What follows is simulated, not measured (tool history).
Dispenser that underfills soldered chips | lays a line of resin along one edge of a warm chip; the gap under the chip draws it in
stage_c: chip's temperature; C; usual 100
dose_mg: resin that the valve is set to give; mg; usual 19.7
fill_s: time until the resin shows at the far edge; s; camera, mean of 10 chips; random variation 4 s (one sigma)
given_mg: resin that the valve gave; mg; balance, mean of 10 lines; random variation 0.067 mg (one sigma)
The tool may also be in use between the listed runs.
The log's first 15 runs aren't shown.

Run 16, hour 71.2: usual settings but stage_c 105 C, dose_mg 21.1 mg. Result: fill_s 457.6 s, given_mg 20.87 mg.
At hour 75.4: new syringe of resin.
Run 17, hour 76.2: usual settings but stage_c 107 C, dose_mg 16.7 mg. Result: fill_s 334 s, given_mg 16.64 mg.
Run 18, hour 82.2: usual settings but stage_c 91 C, dose_mg 23.8 mg. Result: fill_s 821.4 s, given_mg 23.46 mg.
At hour 87.1: new syringe of resin.
Run 19, hour 87.3: usual settings but stage_c 110 C, dose_mg 20.8 mg. Result: fill_s 263.8 s, given_mg 20.53 mg.
Run 20, hour 92.6: usual settings but stage_c 110 C, dose_mg 20.8 mg. Result: fill_s 338.6 s, given_mg 20.52 mg.
Run 21, hour 97: usual settings but stage_c 112 C. Result: fill_s 390 s, given_mg 19.43 mg.
At hour 99.2: new syringe of resin.
Run 22, hour 100: usual settings but stage_c 108 C, dose_mg 19.1 mg. Result: fill_s 309.5 s, given_mg 18.8 mg.
Run 23, hour 104.1: usual settings but stage_c 93 C, dose_mg 17.8 mg. Result: fill_s 713.3 s, given_mg 17.54 mg.
Run 24, hour 107.2: usual settings but stage_c 94 C, dose_mg 20.9 mg. Result: fill_s 761.8 s, given_mg 20.58 mg.
At hour 111.2: new syringe of resin.
Run 25, hour 111.2: usual settings but stage_c 114 C, dose_mg 20.2 mg. Result: fill_s 229 s, given_mg 19.76 mg.
Run 26, hour 114.4: usual settings but stage_c 114 C, dose_mg 20.2 mg. Result: fill_s 264 s, given_mg 19.71 mg.
Run 27, hour 117.8: usual settings but stage_c 114 C, dose_mg 20.2 mg. Result: fill_s 311.7 s, given_mg 19.69 mg.
At hour 122.7: dispensing valve cleaned and set on the balance.
Run 28, hour 122.9: usual settings but stage_c 87 C, dose_mg 24.4 mg. Result: fill_s 1225.8 s, given_mg 24.22 mg.
At hour 123.9: new syringe of resin.
Run 29, hour 128.7: usual settings but stage_c 92 C, dose_mg 19 mg. Result: fill_s 732.7 s, given_mg 18.82 mg.
Run 30, hour 131.9: usual settings but stage_c 110 C, dose_mg 25.2 mg. Result: fill_s 377 s, given_mg 24.96 mg.

Forecast each of these 5 alternatives for the next run:
At hour 135.6: new syringe of resin.
Run A, hour 135.6: usual settings but stage_c 110 C, dose_mg 25.2 mg. Result: fill_s ?, given_mg ?.
At hour 135.6: new syringe of resin.
Run B, hour 135.6: usual settings but stage_c 89 C, dose_mg 25.2 mg. Result: fill_s ?, given_mg ?.
At hour 135.6: new syringe of resin.
Run C, hour 135.6: usual settings but stage_c 101 C, dose_mg 17.5 mg. Result: fill_s ?, given_mg ?.
At hour 135.6: new syringe of resin.
Run D, hour 135.6: usual settings but stage_c 113 C, dose_mg 20.3 mg. Result: fill_s ?, given_mg ?.
At hour 135.6: new syringe of resin.
Run E, hour 135.6: usual settings but stage_c 102 C, dose_mg 18.8 mg. Result: fill_s ?, given_mg ?.

run  fill_s  given_mg
  A   257.7     24.89
  B   664.1     24.92
  C     400     17.44
  D   233.8     20.11
  E   383.4     18.64
Without the tool's hidden state the same runs would have given:
run  fill_s  given_mg
  A   250.3     25.09
  B   642.9     25.12
  C   387.1     17.58
  D   226.8     20.27
  E   371.3     18.79
